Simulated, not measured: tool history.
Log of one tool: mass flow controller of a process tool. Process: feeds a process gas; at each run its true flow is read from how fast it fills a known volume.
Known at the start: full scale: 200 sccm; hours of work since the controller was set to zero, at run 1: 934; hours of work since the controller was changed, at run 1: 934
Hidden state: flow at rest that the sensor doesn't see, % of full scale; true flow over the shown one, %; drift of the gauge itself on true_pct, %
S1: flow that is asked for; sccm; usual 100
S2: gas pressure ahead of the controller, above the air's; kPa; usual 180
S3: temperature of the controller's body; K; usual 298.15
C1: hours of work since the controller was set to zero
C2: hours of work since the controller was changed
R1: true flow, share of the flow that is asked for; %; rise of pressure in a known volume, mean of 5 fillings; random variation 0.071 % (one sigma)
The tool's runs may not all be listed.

run	hour	S1	S2	S3	C1	C2	R1
1	0.0	100	180	298.15	934	934	99.41
2	144.9	180	180	298.15	1028	1028	99.96
3	317.0	180	180	298.15	1140	1140	99.88
4	444.4	29	180	298.15	1223	1223	97.80
5	607.4	100	180	298.15	1329	1329	99.23
6	735.4	100	180	298.15	1412	1412	99.24
7	871.2	100	180	298.15	1500	1500	99.20
8	1009.5	100	180	298.15	1590	1590	99.18
9	1094.8	100	180	298.15	1645	1645	99.23
10	1283.0	100	190	298.15	1767	1767	99.20
11	1434.1	100	180	297.15	1865	1865	99.34
12	1531.8	27	156	297.15	1929	1929	96.57
13	1670.5	31	180	303.15	2019	2019	96.49
14	1752.7	199	220	296.15	2072	2072	100.24

Forecast run 15:
15	1899.9	199	220	302.15	2168	2168	?

{"run 15": {"R1": 99.75}}
Without the tool's hidden state the same run would have given R1 99.72 %.

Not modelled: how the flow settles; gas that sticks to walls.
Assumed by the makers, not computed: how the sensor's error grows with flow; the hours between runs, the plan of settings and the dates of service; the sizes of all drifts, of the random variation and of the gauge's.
